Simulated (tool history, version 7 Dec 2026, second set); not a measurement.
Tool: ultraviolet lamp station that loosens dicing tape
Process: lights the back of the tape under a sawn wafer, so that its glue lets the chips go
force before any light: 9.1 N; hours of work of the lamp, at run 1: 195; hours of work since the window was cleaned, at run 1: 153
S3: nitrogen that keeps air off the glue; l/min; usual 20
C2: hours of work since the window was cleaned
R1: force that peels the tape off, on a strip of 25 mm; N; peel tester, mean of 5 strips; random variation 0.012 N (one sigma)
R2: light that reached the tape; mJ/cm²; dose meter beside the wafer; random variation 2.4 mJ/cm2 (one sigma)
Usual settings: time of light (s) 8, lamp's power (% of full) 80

Run 1, day 0.000: usual settings; hours of work of the lamp 195; C2 153. Result: R1 0.811 N, R2 213 mJ/cm².
Run 2, day 0.475: usual settings; hours of work of the lamp 200; C2 159. Result: R1 0.796 N, R2 217 mJ/cm².
Run 3, day 0.933: usual settings but time of light (s) 7; hours of work of the lamp 205; C2 164. Result: R1 1.053 N, R2 187 mJ/cm².
Run 4, day 1.275: usual settings; hours of work of the lamp 209; C2 168. Result: R1 0.830 N, R2 210 mJ/cm².
Run 5, day 1.633: usual settings; hours of work of the lamp 214; C2 172. Result: R1 0.812 N, R2 213 mJ/cm².
Run 6, day 1.875: usual settings; hours of work of the lamp 216; C2 175. Result: R1 0.813 N, R2 217 mJ/cm².
At day 1.929: window cleaned of glue's vapour.
Run 7, day 2.117: usual settings; hours of work of the lamp 219; C2 2. Result: R1 0.830 N, R2 208 mJ/cm².
Run 8, day 2.508: usual settings; hours of work of the lamp 223; C2 7. Result: R1 0.860 N, R2 209 mJ/cm².
At day 2.729: window cleaned of glue's vapour, once more.
Run 9, day 2.979: usual settings; hours of work of the lamp 229; C2 3. Result: R1 0.730 N, R2 227 mJ/cm².
Run 10, day 3.250: usual settings; hours of work of the lamp 232; C2 6. Result: R1 0.703 N, R2 223 mJ/cm².
Run 11, day 3.621: usual settings; hours of work of the lamp 236; C2 10. Result: R1 0.703 N, R2 224 mJ/cm².
Run 12, day 3.821: usual settings; hours of work of the lamp 238; C2 13. Result: R1 0.737 N, R2 224 mJ/cm².
Run 13, day 4.183: usual settings but lamp's power (% of full) 64, S3 6 l/min; hours of work of the lamp 243; C2 17. Result: R1 2.206 N, R2 177 mJ/cm².
Run 14, day 4.429: usual settings but lamp's power (% of full) 64, S3 6 l/min; hours of work of the lamp 245; C2 20. Result: R1 2.185 N, R2 177 mJ/cm².
Run 15, day 4.812: usual settings but time of light (s) 7, lamp's power (% of full) 79, S3 30 l/min; hours of work of the lamp 250; C2 24. Result: R1 0.782 N, R2 191 mJ/cm².
Run 16, day 5.121: usual settings but time of light (s) 6; hours of work of the lamp 253; C2 28. Result: R1 1.344 N, R2 167 mJ/cm².
Run 17, day 5.475: usual settings but time of light (s) 6; hours of work of the lamp 258; C2 32. Result: R1 1.299 N, R2 166 mJ/cm².
Run 18, day 5.912: usual settings but time of light (s) 11, lamp's power (% of full) 76, S3 10 l/min; hours of work of the lamp 263; C2 37. Result: R1 0.713 N, R2 286 mJ/cm².
Run 19, day 6.392: usual settings but time of light (s) 11, lamp's power (% of full) 76, S3 10 l/min; hours of work of the lamp 268; C2 42. Result: R1 0.685 N, R2 284 mJ/cm².
Run 20, day 6.825: usual settings but time of light (s) 11, lamp's power (% of full) 76, S3 10 l/min; hours of work of the lamp 273; C2 47. Result: R1 0.710 N, R2 285 mJ/cm².
Run 21, day 7.108: usual settings but time of light (s) 14, lamp's power (% of full) 74, S3 9 l/min; hours of work of the lamp 276; C2 51. Result: R1 0.492 N, R2 350 mJ/cm².

Forecast each of these 5 alternatives for the next run:
Run A, day 7.392: usual settings but lamp's power (% of full) 74, S3 26 l/min; hours of work of the lamp 280; C2 54. Result: R1 ?, R2 ?.
Run B, day 7.392: usual settings but time of light (s) 10, S3 28 l/min; hours of work of the lamp 280; C2 54. Result: R1 ?, R2 ?.
Run C, day 7.392: usual settings but lamp's power (% of full) 72, S3 23 l/min; hours of work of the lamp 280; C2 54. Result: R1 ?, R2 ?.
Run D, day 7.392: usual settings but time of light (s) 10; hours of work of the lamp 280; C2 54. Result: R1 ?, R2 ?.
Run E, day 7.392: usual settings but time of light (s) 5, S3 26 l/min; hours of work of the lamp 280; C2 54. Result: R1 ?, R2 ?.

run     R1   R2
  A  0.781  198
  B  0.386  271
  C  0.862  193
  D  0.495  270
  E  1.600  138
Without the tool's hidden state the same runs would have given:
run     R1   R2
  A  0.578  228
  B  0.294  311
  C  0.645  222
  D  0.372  310
  E  1.260  158
